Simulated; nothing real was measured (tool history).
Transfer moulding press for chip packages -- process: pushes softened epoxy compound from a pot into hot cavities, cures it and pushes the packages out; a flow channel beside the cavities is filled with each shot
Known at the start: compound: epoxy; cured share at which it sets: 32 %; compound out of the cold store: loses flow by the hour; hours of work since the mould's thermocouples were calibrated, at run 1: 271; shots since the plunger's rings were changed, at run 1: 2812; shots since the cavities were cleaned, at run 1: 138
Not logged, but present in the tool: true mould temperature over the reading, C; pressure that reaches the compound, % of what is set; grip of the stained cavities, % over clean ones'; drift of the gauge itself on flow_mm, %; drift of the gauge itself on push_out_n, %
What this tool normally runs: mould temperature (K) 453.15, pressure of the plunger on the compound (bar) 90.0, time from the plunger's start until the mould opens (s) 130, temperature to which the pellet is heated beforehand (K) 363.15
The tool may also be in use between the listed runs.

run,hour,mould temperature (K),pressure of the plunger on the compound (bar),time from the plunger's start until the mould opens (s),temperature to which the pellet is heated beforehand (K),hours of work since the mould's thermocouples were calibrated,shots since the plunger's rings were changed,shots since the cavities were cleaned,incoming compound's hours out of the cold store,length that the compound runs in the flow channel (mm),greatest force on the pins that push the packages out (N)
1,0.0,453.15,90.0,130,363.15,271,2812,138,31.2,617,556
# hour 24.2: plunger's sealing rings changed
2,54.8,453.15,90.0,130,363.15,311,336,712,32.9,622,714
# hour 90.1: cavities cleaned with cleaning compound and waxed
3,90.6,453.15,90.0,130,363.15,337,712,5,46.8,591,447
4,121.5,453.15,69.1,130,363.15,361,1052,345,12.5,590,656
5,167.1,453.15,69.1,130,363.15,396,1552,845,37.9,529,762
# hour 190.0: cavities cleaned with cleaning compound and waxed
6,207.3,453.15,90.0,130,360.15,426,1978,190,28.1,626,564
7,250.6,453.15,90.0,156,363.15,459,2452,664,40.0,600,625
# hour 290.8: mould's thermocouples calibrated
# hour 292.3: cavities cleaned with cleaning compound and waxed
8,301.5,453.15,90.0,156,363.15,7,2973,101,38.4,599,399
# hour 309.2: plunger's sealing rings changed
9,345.4,453.15,90.0,156,363.15,39,397,555,28.6,629,570
10,373.6,453.15,90.0,156,363.15,60,707,865,32.5,623,634
# hour 398.0: cavities cleaned with cleaning compound and waxed
11,403.7,453.15,90.0,156,363.15,82,1021,63,41.2,595,381
12,442.3,453.15,90.0,156,363.15,112,1445,487,33.4,613,548
# hour 497.1: cavities cleaned with cleaning compound and waxed
13,504.0,455.15,90.0,130,363.15,158,2106,76,25.3,626,432
14,555.8,453.15,90.0,130,366.15,198,2674,644,14.0,657,748
# hour 592.2: plunger's sealing rings changed
15,596.5,452.15,86.5,112,363.15,227,48,1064,23.8,638,1213
# hour 602.0: cavities cleaned with cleaning compound and waxed
16,655.7,452.15,86.5,123,363.15,271,682,590,24.1,633,877
# hour 703.1: cavities cleaned with cleaning compound and waxed
17,703.1,445.15,91.2,141,362.15,307,1186,0,22.5,679,713
18,732.4,447.15,91.2,141,354.15,329,1507,321,33.1,643,794
19,768.8,453.15,101.9,118,355.15,357,1907,721,12.0,713,966
# hour 803.6: cavities cleaned with cleaning compound and waxed
20,805.7,453.15,77.5,122,363.15,384,2295,22,24.3,592,544
21,862.2,453.15,71.7,158,363.15,427,2915,642,28.1,559,620
# hour 875.4: plunger's sealing rings changed
# hour 909.4: cavities cleaned with cleaning compound and waxed
22,919.0,453.15,71.7,158,363.15,468,462,106,34.3,553,415
# hour 949.9: mould's thermocouples calibrated
23,970.1,453.15,71.7,158,363.15,15,1001,645,41.6,531,580
24,1006.3,453.15,97.6,158,363.15,43,1398,1042,17.9,678,661
# hour 1010.5: cavities cleaned with cleaning compound and waxed
25,1045.8,453.15,87.9,121,363.15,72,1816,388,27.9,618,724
26,1079.8,453.15,104.6,121,362.15,98,2189,761,46.9,627,826
# hour 1110.7: cavities cleaned with cleaning compound and waxed
27,1121.4,454.15,90.0,130,359.15,129,2629,117,24.4,627,479

Here are 4 independent what-if runs from the current tool condition. What would each one return?
# hour 1164.3: plunger's sealing rings changed
A,1183.0,448.15,108.6,130,363.15,175,205,766,27.6,?,?
# hour 1164.3: plunger's sealing rings changed
B,1183.0,453.15,90.0,130,356.15,175,205,766,35.1,?,?
# hour 1164.3: plunger's sealing rings changed
C,1183.0,459.15,90.0,117,367.15,175,205,766,15.1,?,?
# hour 1164.3: plunger's sealing rings changed
D,1183.0,453.15,86.9,130,355.15,175,205,766,26.7,?,?

run,length that the compound runs in the flow channel (mm),greatest force on the pins that push the packages out (N)
A,717,1033
B,616,734
C,647,661
D,624,759
Without the tool's hidden state the same runs would have given:
run,length that the compound runs in the flow channel (mm),greatest force on the pins that push the packages out (N)
A,717,586
B,616,416
C,648,378
D,625,437
